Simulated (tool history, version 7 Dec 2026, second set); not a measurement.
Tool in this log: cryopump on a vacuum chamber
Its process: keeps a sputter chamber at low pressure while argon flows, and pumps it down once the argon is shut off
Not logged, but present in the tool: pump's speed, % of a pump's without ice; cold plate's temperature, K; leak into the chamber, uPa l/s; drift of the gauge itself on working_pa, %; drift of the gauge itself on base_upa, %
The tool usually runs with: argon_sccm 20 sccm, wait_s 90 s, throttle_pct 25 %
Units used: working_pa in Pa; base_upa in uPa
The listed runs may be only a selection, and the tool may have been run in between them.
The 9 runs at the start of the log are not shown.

run    hour  argon_sccm  wait_s  throttle_pct  hours of work since the pump was warmed up and emptied  hours of work since the cold head was overhauled  hours of work since the chamber's fittings were tightened  working_pa  base_upa
      577.2  -- leaking fittings of the chamber tightened, without venting
 10   600.9          34      90            25                                                     729                                              1701                                                         13      0.2281       1.1
 11   660.7          34      90            25                                                     763                                              1735                                                         47      0.2288      1.18
 12   706.2          19      90            25                                                     788                                              1760                                                         72      0.1275       1.3
 13   767.7          19      90            25                                                     823                                              1795                                                        107      0.1283      1.41
 14   866.5          20      90            25                                                     878                                              1850                                                        162      0.1353      1.65
 15   955.4          20      90            25                                                     928                                              1900                                                        212      0.1358      1.78
      981.5  -- pump warmed up, emptied and cooled again
 16  1021.6          20     268            25                                                      23                                              1935                                                        247       0.127       1.1
 17  1075.8          20     268            25                                                      53                                              1965                                                        277      0.1271      1.19
 18  1138.7          22      26            54                                                      88                                              2000                                                        313      0.0657      3.54
 19  1218.6          11      27            39                                                     133                                              2045                                                        357      0.0459      3.54
 20  1267.5           9      98            17                                                     161                                              2073                                                        385      0.0836       1.9
 21  1309.9          16     143            21                                                     184                                              2096                                                        409      0.1212      1.72
 22  1354.6          16     143            21                                                     210                                              2122                                                        434      0.1217      1.75
 23  1447.4          16      34            21                                                     262                                              2174                                                        486      0.1217      3.43
 24  1510.5          16      34            21                                                     297                                              2209                                                        521       0.121      3.49
 25  1587.5          31      24            39                                                     340                                              2252                                                        565      0.1297      4.42
 26  1675.6          24      91            25                                                     390                                              2302                                                        614      0.1545      2.61
 27  1757.4          20      34            56                                                     436                                              2348                                                        660      0.0603      4.04
 28    1834          13      90            26                                                     479                                              2391                                                        703      0.0825      2.87
 29  1895.1          20      36            25                                                     513                                              2425                                                        737      0.1305      4.21
 30  1966.6          18     115            25                                                     553                                              2465                                                        778      0.1181      3.02
 31    2040          16      90            30                                                     594                                              2506                                                        819       0.089      3.36
 32  2086.6          27      90            41                                                     621                                              2533                                                        845      0.1133      3.43
 33  2163.2          27      46            36                                                     664                                              2576                                                        888      0.1266      4.24

Alternative continuations, all from the tool just after run 33; predict every row:
  A  2227.9          10     159            36                                                     700                                              2612                                                        924           ?         ?
  B  2227.9          15      34            51                                                     700                                              2612                                                        924           ?         ?
  C  2227.9          20     139            25                                                     700                                              2612                                                        924           ?         ?

run  working_pa  base_upa
  A      0.0475      3.44
  B      0.0519      4.93
  C      0.1334      3.43
What these runs would have given with no unlogged condition in the tool:
run  working_pa  base_upa
  A      0.0437      0.71
  B      0.0462      2.21
  C      0.1258      0.73
